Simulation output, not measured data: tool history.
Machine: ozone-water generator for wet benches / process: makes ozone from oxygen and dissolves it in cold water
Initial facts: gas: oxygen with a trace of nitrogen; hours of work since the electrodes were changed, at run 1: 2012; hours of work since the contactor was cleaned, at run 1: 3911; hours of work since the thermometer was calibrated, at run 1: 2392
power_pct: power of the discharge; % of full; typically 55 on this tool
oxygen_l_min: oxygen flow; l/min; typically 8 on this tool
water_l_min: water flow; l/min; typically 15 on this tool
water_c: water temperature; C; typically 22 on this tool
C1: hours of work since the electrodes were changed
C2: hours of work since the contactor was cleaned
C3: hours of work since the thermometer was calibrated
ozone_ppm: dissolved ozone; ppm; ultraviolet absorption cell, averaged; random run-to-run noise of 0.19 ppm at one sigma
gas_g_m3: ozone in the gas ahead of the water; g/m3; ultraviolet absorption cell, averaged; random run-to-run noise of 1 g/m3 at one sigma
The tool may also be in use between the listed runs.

{"run": 1, "hour": 0.0, "power_pct": 55, "oxygen_l_min": 8, "water_l_min": 15, "water_c": 22, "C1": 2012, "C2": 3911, "C3": 2392, "ozone_ppm": 26.1, "gas_g_m3": 170.5}
{"run": 2, "hour": 198.9, "power_pct": 55, "oxygen_l_min": 8, "water_l_min": 15, "water_c": 22, "C1": 2133, "C2": 4032, "C3": 2513, "ozone_ppm": 26.4, "gas_g_m3": 170.9}
{"run": 3, "hour": 380.0, "power_pct": 55, "oxygen_l_min": 8, "water_l_min": 15, "water_c": 22, "C1": 2243, "C2": 4142, "C3": 2622, "ozone_ppm": 25.9, "gas_g_m3": 171.8}
{"run": 4, "hour": 549.5, "power_pct": 55, "oxygen_l_min": 8, "water_l_min": 15, "water_c": 16, "C1": 2345, "C2": 4245, "C3": 2725, "ozone_ppm": 29.4, "gas_g_m3": 172.4}
{"run": 5, "hour": 723.8, "power_pct": 55, "oxygen_l_min": 8, "water_l_min": 15, "water_c": 22, "C1": 2451, "C2": 4350, "C3": 2831, "ozone_ppm": 25.9, "gas_g_m3": 171.8}
{"hour": 739.0, "done": "contactor cleaned"}
{"run": 6, "hour": 859.6, "power_pct": 55, "oxygen_l_min": 8, "water_l_min": 15, "water_c": 22, "C1": 2531, "C2": 73, "C3": 2911, "ozone_ppm": 26.6, "gas_g_m3": 170.8}
{"run": 7, "hour": 987.6, "power_pct": 55, "oxygen_l_min": 8, "water_l_min": 15, "water_c": 22, "C1": 2609, "C2": 151, "C3": 2988, "ozone_ppm": 26.6, "gas_g_m3": 171.1}
{"run": 8, "hour": 1095.6, "power_pct": 55, "oxygen_l_min": 8, "water_l_min": 15, "water_c": 22, "C1": 2674, "C2": 216, "C3": 3054, "ozone_ppm": 26.9, "gas_g_m3": 168.9}
{"run": 9, "hour": 1238.9, "power_pct": 51, "oxygen_l_min": 8, "water_l_min": 15, "water_c": 22, "C1": 2761, "C2": 303, "C3": 3141, "ozone_ppm": 25.6, "gas_g_m3": 161.7}
{"run": 10, "hour": 1333.8, "power_pct": 55, "oxygen_l_min": 8, "water_l_min": 15, "water_c": 19, "C1": 2819, "C2": 361, "C3": 3198, "ozone_ppm": 28.1, "gas_g_m3": 169.2}
{"run": 11, "hour": 1494.1, "power_pct": 55, "oxygen_l_min": 8, "water_l_min": 15, "water_c": 19, "C1": 2916, "C2": 458, "C3": 3296, "ozone_ppm": 27.9, "gas_g_m3": 168.7}
{"run": 12, "hour": 1644.2, "power_pct": 55, "oxygen_l_min": 8, "water_l_min": 15, "water_c": 19, "C1": 3007, "C2": 549, "C3": 3387, "ozone_ppm": 28.2, "gas_g_m3": 170.8}
{"run": 13, "hour": 1770.2, "power_pct": 74, "oxygen_l_min": 8, "water_l_min": 15, "water_c": 22, "C1": 3083, "C2": 625, "C3": 3463, "ozone_ppm": 31.1, "gas_g_m3": 198.4}
{"run": 14, "hour": 1930.8, "power_pct": 55, "oxygen_l_min": 8, "water_l_min": 15, "water_c": 22, "C1": 3181, "C2": 723, "C3": 3560, "ozone_ppm": 26.4, "gas_g_m3": 169.2}
{"run": 15, "hour": 2163.3, "power_pct": 59, "oxygen_l_min": 8, "water_l_min": 15, "water_c": 22, "C1": 3322, "C2": 864, "C3": 3701, "ozone_ppm": 27.3, "gas_g_m3": 175.6}
{"run": 16, "hour": 2393.9, "power_pct": 59, "oxygen_l_min": 8, "water_l_min": 15, "water_c": 22, "C1": 3461, "C2": 1004, "C3": 3841, "ozone_ppm": 27.1, "gas_g_m3": 174.8}
{"run": 17, "hour": 2582.6, "power_pct": 59, "oxygen_l_min": 5.89, "water_l_min": 19, "water_c": 15, "C1": 3576, "C2": 1118, "C3": 3956, "ozone_ppm": 27.4, "gas_g_m3": 202.2}
{"run": 18, "hour": 2715.0, "power_pct": 59, "oxygen_l_min": 5.89, "water_l_min": 19, "water_c": 15, "C1": 3656, "C2": 1198, "C3": 4036, "ozone_ppm": 27.3, "gas_g_m3": 202}
{"run": 19, "hour": 2883.6, "power_pct": 59, "oxygen_l_min": 5.89, "water_l_min": 19, "water_c": 15, "C1": 3758, "C2": 1301, "C3": 4138, "ozone_ppm": 27.1, "gas_g_m3": 200.3}
{"run": 20, "hour": 3112.4, "power_pct": 55, "oxygen_l_min": 12.59, "water_l_min": 21, "water_c": 22, "C1": 3897, "C2": 1439, "C3": 4277, "ozone_ppm": 21.1, "gas_g_m3": 135.9}
{"run": 21, "hour": 3262.8, "power_pct": 55, "oxygen_l_min": 12.59, "water_l_min": 21, "water_c": 22, "C1": 3988, "C2": 1531, "C3": 4368, "ozone_ppm": 20.9, "gas_g_m3": 134.8}
{"run": 22, "hour": 3491.3, "power_pct": 55, "oxygen_l_min": 12.59, "water_l_min": 21, "water_c": 22, "C1": 4127, "C2": 1669, "C3": 4507, "ozone_ppm": 20.7, "gas_g_m3": 133.8}
{"run": 23, "hour": 3615.3, "power_pct": 92, "oxygen_l_min": 8, "water_l_min": 18, "water_c": 22, "C1": 4202, "C2": 1744, "C3": 4582, "ozone_ppm": 30.8, "gas_g_m3": 220.1}
{"run": 24, "hour": 3771.7, "power_pct": 92, "oxygen_l_min": 8, "water_l_min": 18, "water_c": 22, "C1": 4297, "C2": 1839, "C3": 4677, "ozone_ppm": 31.3, "gas_g_m3": 218.6}
{"run": 25, "hour": 3903.8, "power_pct": 49, "oxygen_l_min": 5.94, "water_l_min": 10, "water_c": 22, "C1": 4377, "C2": 1919, "C3": 4757, "ozone_ppm": 29.9, "gas_g_m3": 178.4}
{"run": 26, "hour": 4117.4, "power_pct": 78, "oxygen_l_min": 8, "water_l_min": 10, "water_c": 22, "C1": 4507, "C2": 2049, "C3": 4887, "ozone_ppm": 36.4, "gas_g_m3": 199.1}
{"run": 27, "hour": 4243.9, "power_pct": 66, "oxygen_l_min": 7.05, "water_l_min": 16, "water_c": 20, "C1": 4583, "C2": 2126, "C3": 4963, "ozone_ppm": 28.6, "gas_g_m3": 193.1}
{"run": 28, "hour": 4422.3, "power_pct": 66, "oxygen_l_min": 7.05, "water_l_min": 16, "water_c": 20, "C1": 4692, "C2": 2234, "C3": 5071, "ozone_ppm": 28.4, "gas_g_m3": 192.9}
{"hour": 4443.3, "done": "water thermometer calibrated"}
{"run": 29, "hour": 4520.9, "power_pct": 63, "oxygen_l_min": 8, "water_l_min": 16, "water_c": 16, "C1": 4751, "C2": 2293, "C3": 47, "ozone_ppm": 30.1, "gas_g_m3": 179.7}
{"run": 30, "hour": 4647.6, "power_pct": 71, "oxygen_l_min": 6.16, "water_l_min": 11, "water_c": 16, "C1": 4828, "C2": 2370, "C3": 124, "ozone_ppm": 39.4, "gas_g_m3": 213.3}
{"run": 31, "hour": 4855.6, "power_pct": 55, "oxygen_l_min": 5.65, "water_l_min": 15, "water_c": 22, "C1": 4954, "C2": 2496, "C3": 250, "ozone_ppm": 26.1, "gas_g_m3": 194.5}
{"run": 32, "hour": 5007.4, "power_pct": 80, "oxygen_l_min": 8, "water_l_min": 20, "water_c": 22, "C1": 5046, "C2": 2588, "C3": 342, "ozone_ppm": 26.6, "gas_g_m3": 202.4}

Alternative continuations, all from the tool just after run 32; predict every row:
{"run": "A", "hour": 5175.4, "power_pct": 64, "oxygen_l_min": 8, "water_l_min": 15, "water_c": 24, "C1": 5148, "C2": 2690, "C3": 444, "ozone_ppm": "?", "gas_g_m3": "?"}
{"run": "B", "hour": 5175.4, "power_pct": 64, "oxygen_l_min": 8, "water_l_min": 15, "water_c": 22, "C1": 5148, "C2": 2690, "C3": 444, "ozone_ppm": "?", "gas_g_m3": "?"}
{"run": "C", "hour": 5175.4, "power_pct": 44, "oxygen_l_min": 8, "water_l_min": 9, "water_c": 22, "C1": 5148, "C2": 2690, "C3": 444, "ozone_ppm": "?", "gas_g_m3": "?"}
{"run": "D", "hour": 5175.4, "power_pct": 62, "oxygen_l_min": 6.39, "water_l_min": 20, "water_c": 22, "C1": 5148, "C2": 2690, "C3": 444, "ozone_ppm": "?", "gas_g_m3": "?"}

run=A ozone_ppm=26.3 gas_g_m3=178.5
run=B ozone_ppm=27.7 gas_g_m3=179.1
run=C ozone_ppm=27.6 gas_g_m3=146.1
run=D ozone_ppm=23.8 gas_g_m3=196.7
The same runs, with their run-to-run variation unchanged, on a tool lacking any hidden condition would have given:
run=A ozone_ppm=28.8 gas_g_m3=190.8
run=B ozone_ppm=30.3 gas_g_m3=191.4
run=C ozone_ppm=29.7 gas_g_m3=153.9
run=D ozone_ppm=26.1 gas_g_m3=209.9
